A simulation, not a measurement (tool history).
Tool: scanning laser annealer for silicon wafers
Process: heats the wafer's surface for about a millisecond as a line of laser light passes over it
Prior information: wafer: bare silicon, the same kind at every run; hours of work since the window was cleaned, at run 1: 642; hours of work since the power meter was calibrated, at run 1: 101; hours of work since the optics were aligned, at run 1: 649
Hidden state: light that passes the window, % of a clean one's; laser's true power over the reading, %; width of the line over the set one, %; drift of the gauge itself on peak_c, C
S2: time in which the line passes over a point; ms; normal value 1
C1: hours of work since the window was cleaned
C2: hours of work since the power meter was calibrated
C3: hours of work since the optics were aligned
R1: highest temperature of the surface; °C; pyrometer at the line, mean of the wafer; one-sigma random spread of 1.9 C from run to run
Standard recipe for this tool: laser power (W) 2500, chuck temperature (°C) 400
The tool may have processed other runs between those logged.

Run 1, hour 0: usual settings; C1 642; C2 101; C3 649. Result: R1 1123 °C.
Run 2, hour 14: usual settings; C1 650; C2 109; C3 658. Result: R1 1121 °C.
Run 3, hour 28: usual settings but S2 0.87 ms; C1 659; C2 118; C3 666. Result: R1 1073 °C.
Run 4, hour 51.3: usual settings but S2 0.87 ms; C1 674; C2 132; C3 681. Result: R1 1076 °C.
Run 5, hour 75.2: usual settings but S2 0.87 ms, chuck temperature (°C) 435; C1 688; C2 147; C3 695. Result: R1 1107 °C.
Run 6, hour 93.1: usual settings but S2 0.77 ms; C1 699; C2 158; C3 706. Result: R1 1026 °C.
Run 7, hour 120.2: usual settings but S2 0.77 ms; C1 716; C2 175; C3 723. Result: R1 1033 °C.
Run 8, hour 132: usual settings but chuck temperature (°C) 374; C1 723; C2 182; C3 730. Result: R1 1091 °C.
Run 9, hour 145.9: usual settings but chuck temperature (°C) 374; C1 732; C2 191; C3 739. Result: R1 1090 °C.
Run 10, hour 167.4: usual settings but S2 0.72 ms; C1 745; C2 204; C3 752. Result: R1 1008 °C.
Run 11, hour 186.2: usual settings but S2 0.72 ms; C1 757; C2 215; C3 764. Result: R1 1006 °C.
At hour 190.6: window over the wafer cleaned.
Run 12, hour 209.5: usual settings but S2 0.72 ms; C1 12; C2 229; C3 777. Result: R1 1048 °C.
Run 13, hour 237.3: usual settings but S2 0.72 ms; C1 29; C2 246; C3 794. Result: R1 1047 °C.
Run 14, hour 251.9: usual settings; C1 38; C2 255; C3 803. Result: R1 1164 °C.
Run 15, hour 265.9: usual settings; C1 46; C2 263; C3 812. Result: R1 1163 °C.
Run 16, hour 285.9: usual settings; C1 59; C2 276; C3 824. Result: R1 1162 °C.
Run 17, hour 300.2: usual settings; C1 68; C2 285; C3 833. Result: R1 1157 °C.
Run 18, hour 318.9: usual settings; C1 79; C2 296; C3 844. Result: R1 1160 °C.
Run 19, hour 343.7: usual settings but laser power (W) 2618, S2 1.04 ms, chuck temperature (°C) 376; C1 94; C2 311; C3 860. Result: R1 1196 °C.
Run 20, hour 366.3: usual settings but laser power (W) 2618, S2 1.08 ms, chuck temperature (°C) 410; C1 108; C2 325; C3 874. Result: R1 1249 °C.
At hour 371.1: laser's power meter calibrated.
Run 21, hour 389.3: usual settings but laser power (W) 2285, S2 0.8 ms, chuck temperature (°C) 398; C1 121; C2 11; C3 886. Result: R1 1003 °C.
Run 22, hour 417.5: usual settings but S2 0.79 ms; C1 138; C2 29; C3 903. Result: R1 1073 °C.
Run 23, hour 442.8: usual settings but S2 0.79 ms; C1 154; C2 44; C3 919. Result: R1 1076 °C.
At hour 452.6: laser's power meter calibrated, once more.
Run 24, hour 463.2: usual settings but S2 0.79 ms; C1 164; C2 7; C3 930. Result: R1 1066 °C.
Run 25, hour 476.5: usual settings but S2 0.75 ms, chuck temperature (°C) 434; C1 173; C2 15; C3 938. Result: R1 1082 °C.
Run 26, hour 496.8: usual settings but laser power (W) 2671; C1 185; C2 27; C3 950. Result: R1 1217 °C.
Run 27, hour 513: usual settings but laser power (W) 2416, chuck temperature (°C) 420; C1 195; C2 37; C3 960. Result: R1 1136 °C.
Run 28, hour 533.1: usual settings but laser power (W) 2416, chuck temperature (°C) 420; C1 208; C2 50; C3 973. Result: R1 1136 °C.
Run 29, hour 546.8: usual settings but laser power (W) 2517, S2 0.81 ms, chuck temperature (°C) 412; C1 216; C2 58; C3 981. Result: R1 1088 °C.
Run 30, hour 569.4: usual settings but laser power (W) 2517, S2 0.81 ms, chuck temperature (°C) 412; C1 230; C2 72; C3 995. Result: R1 1091 °C.
Run 31, hour 584.8: usual settings but laser power (W) 2517, S2 0.81 ms, chuck temperature (°C) 412; C1 239; C2 82; C3 1005. Result: R1 1090 °C.
Run 32, hour 602.5: usual settings but laser power (W) 2680, chuck temperature (°C) 439; C1 250; C2 92; C3 1016. Result: R1 1253 °C.
Run 33, hour 629.5: usual settings but S2 0.7 ms, chuck temperature (°C) 418; C1 267; C2 109; C3 1032. Result: R1 1040 °C.
Run 34, hour 651.4: usual settings but laser power (W) 2535, S2 0.74 ms; C1 281; C2 123; C3 1046. Result: R1 1052 °C.
Run 35, hour 665.6: usual settings but laser power (W) 2137, S2 1.14 ms; C1 289; C2 131; C3 1054. Result: R1 1049 °C.
Run 36, hour 678.3: usual settings but laser power (W) 2146, S2 0.8 ms; C1 297; C2 139; C3 1062. Result: R1 952 °C.

Predict each of these 5 candidate next runs independently; none follows another, all start after run 36:
Run A, hour 692.4: usual settings but laser power (W) 2712, S2 1.12 ms, chuck temperature (°C) 390; C1 306; C2 148; C3 1071. Result: R1 ?.
Run B, hour 692.4: usual settings but laser power (W) 2159, S2 0.91 ms, chuck temperature (°C) 421; C1 306; C2 148; C3 1071. Result: R1 ?.
Run C, hour 692.4: usual settings but laser power (W) 2516, S2 1.08 ms, chuck temperature (°C) 415; C1 306; C2 148; C3 1071. Result: R1 ?.
Run D, hour 692.4: usual settings but laser power (W) 2609, chuck temperature (°C) 392; C1 306; C2 148; C3 1071. Result: R1 ?.
Run E, hour 692.4: usual settings but laser power (W) 2146, S2 0.72 ms; C1 306; C2 148; C3 1071. Result: R1 ?.

run    R1
  A  1258
  B  1011
  C  1193
  D  1173
  E   920
With no hidden state in the tool, these same runs would have given:
run    R1
  A  1299
  B  1039
  C  1231
  D  1211
  E   945
